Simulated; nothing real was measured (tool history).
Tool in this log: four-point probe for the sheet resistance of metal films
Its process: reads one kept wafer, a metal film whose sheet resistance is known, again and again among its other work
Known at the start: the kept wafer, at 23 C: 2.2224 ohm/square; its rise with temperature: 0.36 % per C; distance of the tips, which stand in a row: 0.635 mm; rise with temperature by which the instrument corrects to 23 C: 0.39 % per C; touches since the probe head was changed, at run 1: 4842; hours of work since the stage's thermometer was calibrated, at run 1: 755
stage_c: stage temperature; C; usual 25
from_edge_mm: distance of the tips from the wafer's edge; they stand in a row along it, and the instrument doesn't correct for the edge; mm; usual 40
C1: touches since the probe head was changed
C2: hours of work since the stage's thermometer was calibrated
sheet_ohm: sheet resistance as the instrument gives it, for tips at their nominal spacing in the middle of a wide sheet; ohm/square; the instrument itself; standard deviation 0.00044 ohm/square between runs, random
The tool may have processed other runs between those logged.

{"run": 1, "hour": 0.0, "stage_c": 25, "from_edge_mm": 40, "C1": 4842, "C2": 755, "sheet_ohm": 2.221426}
{"run": 2, "hour": 123.9, "stage_c": 25, "from_edge_mm": 40, "C1": 6555, "C2": 831, "sheet_ohm": 2.220726}
{"run": 3, "hour": 226.6, "stage_c": 25, "from_edge_mm": 9, "C1": 7973, "C2": 894, "sheet_ohm": 2.227492}
{"run": 4, "hour": 287.8, "stage_c": 25, "from_edge_mm": 40, "C1": 8818, "C2": 931, "sheet_ohm": 2.222312}
{"run": 5, "hour": 382.8, "stage_c": 25, "from_edge_mm": 40, "C1": 10131, "C2": 989, "sheet_ohm": 2.221535}
{"run": 6, "hour": 514.6, "stage_c": 25, "from_edge_mm": 40, "C1": 11953, "C2": 1070, "sheet_ohm": 2.222716}
{"run": 7, "hour": 637.7, "stage_c": 25, "from_edge_mm": 40, "C1": 13653, "C2": 1145, "sheet_ohm": 2.223239}
{"run": 8, "hour": 706.0, "stage_c": 25, "from_edge_mm": 6, "C1": 14598, "C2": 1187, "sheet_ohm": 2.236368}

Run 9 is up next; what results do you expect?
{"run": 9, "hour": 818.5, "stage_c": 22, "from_edge_mm": 21, "C1": 16152, "C2": 1256, "sheet_ohm": "?"}

sheet_ohm: 2.226366 ohm/square
Take away the tool's hidden state, keep the run-to-run variation as it was, and the same run would have given sheet_ohm 2.224096 ohm/square.

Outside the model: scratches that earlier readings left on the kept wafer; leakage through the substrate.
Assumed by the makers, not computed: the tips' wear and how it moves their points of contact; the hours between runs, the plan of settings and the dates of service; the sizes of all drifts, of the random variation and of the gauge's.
